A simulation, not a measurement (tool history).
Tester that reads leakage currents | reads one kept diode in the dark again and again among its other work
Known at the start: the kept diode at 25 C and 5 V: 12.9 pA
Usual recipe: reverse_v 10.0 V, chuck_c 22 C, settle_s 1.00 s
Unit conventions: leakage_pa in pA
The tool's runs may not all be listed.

{"run": 1, "day": 0.0, "reverse_v": 10.0, "chuck_c": 22, "settle_s": 1.0, "leakage_pa": 16.56}
{"run": 2, "day": 2.358, "reverse_v": 10.0, "chuck_c": 22, "settle_s": 1.0, "leakage_pa": 16.73}
{"run": 3, "day": 5.358, "reverse_v": 10.0, "chuck_c": 22, "settle_s": 1.0, "leakage_pa": 16.73}
{"run": 4, "day": 9.233, "reverse_v": 10.0, "chuck_c": 22, "settle_s": 1.0, "leakage_pa": 16.73}
{"run": 5, "day": 12.217, "reverse_v": 10.0, "chuck_c": 22, "settle_s": 1.0, "leakage_pa": 16.86}
{"run": 6, "day": 15.65, "reverse_v": 1.7, "chuck_c": 22, "settle_s": 1.0, "leakage_pa": 6.17}
{"run": 7, "day": 17.771, "reverse_v": 10.0, "chuck_c": 36, "settle_s": 1.0, "leakage_pa": 49.97}
{"run": 8, "day": 20.604, "reverse_v": 10.0, "chuck_c": 36, "settle_s": 1.0, "leakage_pa": 50.35}
{"run": 9, "day": 22.404, "reverse_v": 1.6, "chuck_c": 23, "settle_s": 2.22, "leakage_pa": 6.65}
{"run": 10, "day": 26.121, "reverse_v": 1.6, "chuck_c": 23, "settle_s": 2.22, "leakage_pa": 6.55}
{"run": 11, "day": 29.933, "reverse_v": 1.6, "chuck_c": 23, "settle_s": 1.12, "leakage_pa": 6.54}

Each row is a separate what-if for the run after 11, all from the same tool condition, not one after another. Results?
{"run": "A", "day": 31.829, "reverse_v": 11.2, "chuck_c": 22, "settle_s": 6.94, "leakage_pa": "?"}
{"run": "B", "day": 31.829, "reverse_v": 1.1, "chuck_c": 22, "settle_s": 5.35, "leakage_pa": "?"}
{"run": "C", "day": 31.829, "reverse_v": 17.5, "chuck_c": 36, "settle_s": 8.5, "leakage_pa": "?"}
{"run": "D", "day": 31.829, "reverse_v": 3.3, "chuck_c": 53, "settle_s": 1.0, "leakage_pa": "?"}
{"run": "E", "day": 31.829, "reverse_v": 1.6, "chuck_c": 56, "settle_s": 4.71, "leakage_pa": "?"}

run=A leakage_pa=18.11
run=B leakage_pa=4.89
run=C leakage_pa=65.99
run=D leakage_pa=119.18
run=E leakage_pa=108.75
Without the tool's unlogged condition, the same runs would have read:
run=A leakage_pa=14.07
run=B leakage_pa=4.91
run=C leakage_pa=63.91
run=D leakage_pa=130.04
run=E leakage_pa=119.25

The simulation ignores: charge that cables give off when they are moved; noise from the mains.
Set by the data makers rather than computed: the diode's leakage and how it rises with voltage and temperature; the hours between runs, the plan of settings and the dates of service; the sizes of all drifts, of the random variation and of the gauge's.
